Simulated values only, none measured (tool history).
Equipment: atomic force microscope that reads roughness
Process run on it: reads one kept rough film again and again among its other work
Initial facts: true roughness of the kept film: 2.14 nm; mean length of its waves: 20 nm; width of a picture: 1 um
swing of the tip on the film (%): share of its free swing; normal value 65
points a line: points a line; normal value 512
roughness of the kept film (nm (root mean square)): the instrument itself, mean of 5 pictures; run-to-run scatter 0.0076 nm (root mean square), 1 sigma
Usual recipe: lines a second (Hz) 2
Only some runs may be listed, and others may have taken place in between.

| run | day | lines a second (Hz) | swing of the tip on the film (%) | points a line | roughness of the kept film (nm (root mean square)) |
|---|---|---|---|---|---|
| 1 | 0 | 2 | 65 | 512 | 1.01 |
|  | 0.3 | new tip fitted |
|  | 1.65 | new tip fitted |
| 2 | 2.133 | 2 | 65 | 512 | 1.333 |
|  | 2.925 | new tip fitted |
|  | 4.288 | new tip fitted |
| 3 | 4.312 | 2 | 70 | 512 | 1.555 |
|  | 5.683 | new tip fitted |
|  | 7.008 | new tip fitted |
| 4 | 7.442 | 2 | 65 | 512 | 1.352 |
|  | 8.471 | new tip fitted |
| 5 | 9.696 | 2 | 65 | 512 | 1.022 |
|  | 10.017 | new tip fitted |
| 6 | 11.242 | 2 | 88 | 512 | 0.864 |
|  | 11.488 | new tip fitted |
|  | 12.883 | new tip fitted |
| 7 | 13.088 | 2 | 88 | 408 | 1.209 |
|  | 14.312 | new tip fitted |
|  | 15.671 | new tip fitted |
| 8 | 15.671 | 0.77 | 88 | 408 | 1.564 |
|  | 16.958 | new tip fitted |
| 9 | 17.812 | 2 | 65 | 512 | 1.173 |
|  | 18.475 | new tip fitted |
|  | 19.842 | new tip fitted |
| 10 | 20.096 | 2 | 60 | 512 | 1.51 |
|  | 21.196 | new tip fitted |
| 11 | 21.629 | 0.54 | 65 | 512 | 1.411 |
|  | 22.654 | new tip fitted |
| 12 | 23.533 | 0.54 | 65 | 512 | 1.227 |
|  | 24.025 | new tip fitted |
|  | 25.425 | new tip fitted |
| 13 | 26.321 | 0.54 | 65 | 512 | 1.242 |
|  | 26.858 | new tip fitted |
|  | 28.158 | new tip fitted |
| 14 | 28.533 | 2 | 57 | 512 | 1.42 |
|  | 29.492 | new tip fitted |
|  | 30.771 | new tip fitted |
| 15 | 30.992 | 2 | 57 | 512 | 1.539 |
|  | 32.179 | new tip fitted |
|  | 33.579 | new tip fitted |
| 16 | 34.129 | 2 | 57 | 512 | 1.382 |
|  | 34.458 | height scale calibrated on a step standard |
|  | 34.908 | new tip fitted |
|  | 36.404 | new tip fitted |
| 17 | 36.725 | 2 | 65 | 512 | 1.399 |
|  | 37.779 | new tip fitted |
| 18 | 38.6 | 2 | 65 | 256 | 1.163 |
|  | 39.108 | new tip fitted |
| 19 | 40.342 | 2 | 65 | 256 | 1.045 |
|  | 40.638 | new tip fitted |
| 20 | 41.8 | 2 | 65 | 256 | 1.022 |
|  | 42.05 | new tip fitted |
|  | 43.6 | new tip fitted |
| 21 | 44.275 | 2 | 65 | 509 | 1.26 |
|  | 45.096 | new tip fitted |
|  | 46.642 | new tip fitted |
| 22 | 47.125 | 2 | 65 | 509 | 1.386 |
|  | 48.112 | new tip fitted |
| 23 | 49.079 | 2 | 65 | 512 | 1.135 |
|  | 49.575 | new tip fitted |
|  | 50.954 | new tip fitted |
| 24 | 51.096 | 1.38 | 65 | 489 | 1.603 |
|  | 51.758 | height scale calibrated on a step standard, once more |
|  | 52.467 | new tip fitted |
| 25 | 53.488 | 1.38 | 65 | 489 | 1.173 |
|  | 53.762 | new tip fitted |
|  | 55.162 | new tip fitted |
| 26 | 55.904 | 2.04 | 57 | 477 | 1.271 |
|  | 56.583 | new tip fitted |
|  | 58.083 | new tip fitted |
| 27 | 58.292 | 2.04 | 74 | 477 | 1.396 |

For run 28, what comes out?
|  | 59.388 | new tip fitted |
| 28 | 60.25 | 2.04 | 74 | 477 | ? |

{"run 28": {"roughness of the kept film (nm (root mean square))": 1.049}}
If the tool had no hidden condition, the same run with the same run-to-run variation would have returned roughness of the kept film (nm (root mean square)) 1.533.
